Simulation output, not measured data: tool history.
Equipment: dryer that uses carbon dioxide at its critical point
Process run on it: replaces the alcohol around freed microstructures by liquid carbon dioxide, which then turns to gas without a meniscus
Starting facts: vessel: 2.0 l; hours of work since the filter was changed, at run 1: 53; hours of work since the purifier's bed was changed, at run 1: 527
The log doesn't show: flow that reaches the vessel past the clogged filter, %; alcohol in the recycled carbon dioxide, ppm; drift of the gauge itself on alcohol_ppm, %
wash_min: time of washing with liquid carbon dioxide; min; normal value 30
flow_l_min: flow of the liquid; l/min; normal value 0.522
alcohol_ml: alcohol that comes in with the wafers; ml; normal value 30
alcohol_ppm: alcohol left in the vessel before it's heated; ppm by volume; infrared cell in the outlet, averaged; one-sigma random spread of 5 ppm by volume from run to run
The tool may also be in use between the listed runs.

run   hour  wash_min  flow_l_min  alcohol_ml  hours of work since the filter was changed  hours of work since the purifier's bed was changed  alcohol_ppm
  1    0.0        30       0.522          30                                          53                                                 527           57
  2   49.4        30       0.522          30                                          70                                                 544           59
  3   90.7        30       0.522          22                                          84                                                 558           61
  4  131.7        30       0.522          24                                          99                                                 573           52
  5  174.0        30       0.378          30                                         113                                                 587          168
  6  210.6        30       0.378          30                                         126                                                 600          164
  7  246.9        30       0.522          30                                         138                                                 612           57
  8  282.3        30       0.522          30                                         150                                                 624           61
  9  334.9        30       0.522          30                                         168                                                 642           63
 10  359.4        19       0.522          30                                         177                                                 651          289
 11  414.6        19       0.522          30                                         196                                                 670          280
 12  452.5        19       0.522          30                                         209                                                 683          284
 13  502.2        19       0.522          30                                         226                                                 700          288
 14  540.5        30       0.458          77                                         239                                                 713          175
 15  577.0        38       0.522          28                                         251                                                 725           59
 16  604.7        26       0.787          30                                         261                                                 735           55
 17  654.3        26       0.787          30                                         278                                                 752           52
 18  681.2        36       0.481          23                                         287                                                 761           62
 19  709.3        36       0.442          50                                         297                                                 771           97
 20  748.9        30       0.664          41                                         310                                                 784           62
 21  780.6        26       0.713          41                                         321                                                 795           58
 22  820.5        26       0.713          41                                         335                                                 809           76
 23  877.5        44       0.845          73                                         354                                                 828           60
 24  926.7        22       0.522          28                                         371                                                 845          188
 25  957.4        22       0.522          28                                         382                                                 856          188
 26  990.2        22       0.522          28                                         393                                                 867          188

Each row is a separate what-if for the run after 26, all from the same tool condition, not one after another. Results?
  A  1022.3        27       0.522          99                                         404                                                 878            ?
  B  1022.3        28       0.522          36                                         404                                                 878            ?
  C  1022.3        41       0.522          39                                         404                                                 878            ?
  D  1022.3        44       0.660          23                                         404                                                 878            ?
  E  1022.3        22       0.418          42                                         404                                                 878            ?

run  alcohol_ppm
  A          212
  B          117
  C           59
  D           68
  E          550
Take away the tool's hidden state, keep each run's random variation, and the runs would have read:
run  alcohol_ppm
  A          112
  B           47
  C            0
  D           10
  E          405
